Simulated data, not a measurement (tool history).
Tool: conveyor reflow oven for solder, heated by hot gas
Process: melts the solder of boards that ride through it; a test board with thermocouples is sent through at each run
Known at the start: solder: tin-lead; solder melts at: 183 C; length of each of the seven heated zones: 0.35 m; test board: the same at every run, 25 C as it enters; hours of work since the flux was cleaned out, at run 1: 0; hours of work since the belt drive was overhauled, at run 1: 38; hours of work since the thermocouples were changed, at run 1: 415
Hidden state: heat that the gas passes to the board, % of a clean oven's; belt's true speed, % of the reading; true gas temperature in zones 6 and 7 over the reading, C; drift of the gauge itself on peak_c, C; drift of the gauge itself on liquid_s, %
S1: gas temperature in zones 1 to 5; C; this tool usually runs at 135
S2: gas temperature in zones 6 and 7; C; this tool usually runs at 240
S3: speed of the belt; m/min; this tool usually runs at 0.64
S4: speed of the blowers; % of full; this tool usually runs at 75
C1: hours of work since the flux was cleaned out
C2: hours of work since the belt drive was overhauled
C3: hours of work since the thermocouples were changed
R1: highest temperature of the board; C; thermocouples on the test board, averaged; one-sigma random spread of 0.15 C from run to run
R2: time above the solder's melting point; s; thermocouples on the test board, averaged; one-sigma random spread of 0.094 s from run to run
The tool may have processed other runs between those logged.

{"run": 1, "day": 0.0, "S1": 135, "S2": 240, "S3": 0.64, "S4": 75, "C1": 0, "C2": 38, "C3": 415, "R1": 220.8, "R2": 50.31}
{"run": 2, "day": 0.667, "S1": 128, "S2": 240, "S3": 0.64, "S4": 75, "C1": 11, "C2": 49, "C3": 426, "R1": 219.5, "R2": 47.65}
{"run": 3, "day": 1.362, "S1": 135, "S2": 240, "S3": 0.64, "S4": 84, "C1": 23, "C2": 61, "C3": 438, "R1": 222, "R2": 51.43}
{"run": 4, "day": 1.804, "S1": 121, "S2": 240, "S3": 0.64, "S4": 84, "C1": 31, "C2": 68, "C3": 446, "R1": 219.5, "R2": 46.3}
{"run": 5, "day": 2.346, "S1": 135, "S2": 240, "S3": 0.64, "S4": 75, "C1": 40, "C2": 77, "C3": 455, "R1": 220.7, "R2": 50.24}
{"run": 6, "day": 3.154, "S1": 135, "S2": 240, "S3": 0.64, "S4": 75, "C1": 53, "C2": 91, "C3": 468, "R1": 220.6, "R2": 50.4}
{"run": 7, "day": 3.904, "S1": 135, "S2": 232, "S3": 0.64, "S4": 75, "C1": 66, "C2": 104, "C3": 481, "R1": 213.8, "R2": 45.55}
{"run": 8, "day": 4.338, "S1": 135, "S2": 232, "S3": 0.64, "S4": 75, "C1": 73, "C2": 111, "C3": 488, "R1": 213.4, "R2": 45.58}
{"run": 9, "day": 5.208, "S1": 135, "S2": 240, "S3": 0.64, "S4": 90, "C1": 88, "C2": 126, "C3": 503, "R1": 222.2, "R2": 51.72}
{"run": 10, "day": 5.9, "S1": 135, "S2": 240, "S3": 0.64, "S4": 75, "C1": 100, "C2": 138, "C3": 515, "R1": 220, "R2": 50.03}
{"run": 11, "day": 6.696, "S1": 135, "S2": 240, "S3": 0.64, "S4": 75, "C1": 113, "C2": 151, "C3": 528, "R1": 219.9, "R2": 49.94}
{"run": 12, "day": 7.433, "S1": 135, "S2": 240, "S3": 0.64, "S4": 75, "C1": 126, "C2": 164, "C3": 541, "R1": 219.9, "R2": 49.75}
{"run": 13, "day": 8.312, "S1": 135, "S2": 240, "S3": 0.64, "S4": 75, "C1": 141, "C2": 179, "C3": 556, "R1": 219.6, "R2": 49.51}
{"day": 8.554, "done": "belt drive overhauled, speed set with a stopwatch"}
{"run": 14, "day": 9.308, "S1": 135, "S2": 240, "S3": 0.64, "S4": 75, "C1": 155, "C2": 13, "C3": 570, "R1": 219.6, "R2": 49.89}
{"run": 15, "day": 9.925, "S1": 135, "S2": 240, "S3": 0.64, "S4": 75, "C1": 165, "C2": 23, "C3": 580, "R1": 219.6, "R2": 49.77}
{"run": 16, "day": 10.679, "S1": 135, "S2": 240, "S3": 0.64, "S4": 75, "C1": 178, "C2": 36, "C3": 593, "R1": 219.8, "R2": 49.68}
{"day": 11.283, "done": "flux residue cleaned out of gas plates and filters"}
{"run": 17, "day": 11.308, "S1": 121, "S2": 252, "S3": 0.631, "S4": 62, "C1": 0, "C2": 43, "C3": 600, "R1": 226.2, "R2": 50.97}
{"run": 18, "day": 11.833, "S1": 135, "S2": 232, "S3": 0.572, "S4": 56, "C1": 9, "C2": 52, "C3": 609, "R1": 214.1, "R2": 51.76}
{"day": 12.133, "done": "belt drive overhauled, speed set with a stopwatch, once more"}
{"run": 19, "day": 12.554, "S1": 135, "S2": 232, "S3": 0.572, "S4": 56, "C1": 19, "C2": 7, "C3": 618, "R1": 213.6, "R2": 51.33}
{"run": 20, "day": 13.071, "S1": 135, "S2": 240, "S3": 0.64, "S4": 71, "C1": 27, "C2": 16, "C3": 627, "R1": 219.6, "R2": 49.6}
{"run": 21, "day": 13.633, "S1": 135, "S2": 242, "S3": 0.769, "S4": 69, "C1": 37, "C2": 25, "C3": 637, "R1": 213.6, "R2": 36.79}
{"run": 22, "day": 14.279, "S1": 127, "S2": 240, "S3": 0.74, "S4": 60, "C1": 48, "C2": 36, "C3": 648, "R1": 209.5, "R2": 33.37}
{"run": 23, "day": 14.958, "S1": 135, "S2": 230, "S3": 0.74, "S4": 88, "C1": 59, "C2": 48, "C3": 659, "R1": 208.8, "R2": 35.49}
{"run": 24, "day": 15.596, "S1": 135, "S2": 230, "S3": 0.74, "S4": 88, "C1": 70, "C2": 59, "C3": 670, "R1": 208.5, "R2": 35.33}
{"run": 25, "day": 16.283, "S1": 131, "S2": 255, "S3": 0.644, "S4": 61, "C1": 82, "C2": 70, "C3": 682, "R1": 228.9, "R2": 53.68}
{"run": 26, "day": 16.671, "S1": 122, "S2": 255, "S3": 0.64, "S4": 75, "C1": 88, "C2": 77, "C3": 688, "R1": 230.7, "R2": 52.51}
{"run": 27, "day": 17.142, "S1": 135, "S2": 240, "S3": 0.719, "S4": 75, "C1": 96, "C2": 85, "C3": 696, "R1": 215.6, "R2": 41.21}
{"run": 28, "day": 17.821, "S1": 135, "S2": 240, "S3": 0.719, "S4": 75, "C1": 108, "C2": 96, "C3": 708, "R1": 215.4, "R2": 40.99}
{"run": 29, "day": 18.521, "S1": 122, "S2": 241, "S3": 0.636, "S4": 59, "C1": 120, "C2": 108, "C3": 720, "R1": 214.9, "R2": 42.77}
{"run": 30, "day": 19.296, "S1": 149, "S2": 236, "S3": 0.64, "S4": 75, "C1": 133, "C2": 121, "C3": 733, "R1": 218.6, "R2": 53.92}

A few steps of R1 between consecutive runs. Split each: what settings, incoming material and random variation would produce without the hidden state, and what is left over for the hidden state, along with gauge scatter present in only one of the two compared results (measured, and without hidden state):
Run 5 -> 6: no setting touched and nothing written in the log between the runs. R1 -0.1 C: hidden state -0.2, all else +0.1.
Run 8 -> 9: S2 232 -> 240, S4 75 -> 90. R1 +8.8 C: hidden state -0.3, all else +9.1.
Run 16 -> 17: S1 135 -> 121, S2 240 -> 252, S3 0.64 -> 0.631, S4 75 -> 62, flux residue cleaned out of gas plates and filters. R1 +6.4 C: hidden state +1.4, all else +5.
Run 17 -> 18: S1 121 -> 135, S2 252 -> 232, S3 0.631 -> 0.572, S4 62 -> 56. R1 -12.1 C: hidden state -0.2, all else -11.9.
Run 24 -> 25: S1 135 -> 131, S2 230 -> 255, S3 0.74 -> 0.644, S4 88 -> 61. R1 +20.4 C: hidden state -0.2, all else +20.6.
Run 26 -> 27: S1 122 -> 135, S2 255 -> 240, S3 0.64 -> 0.719. R1 -15.1 C: hidden state +0.1, all else -15.2.
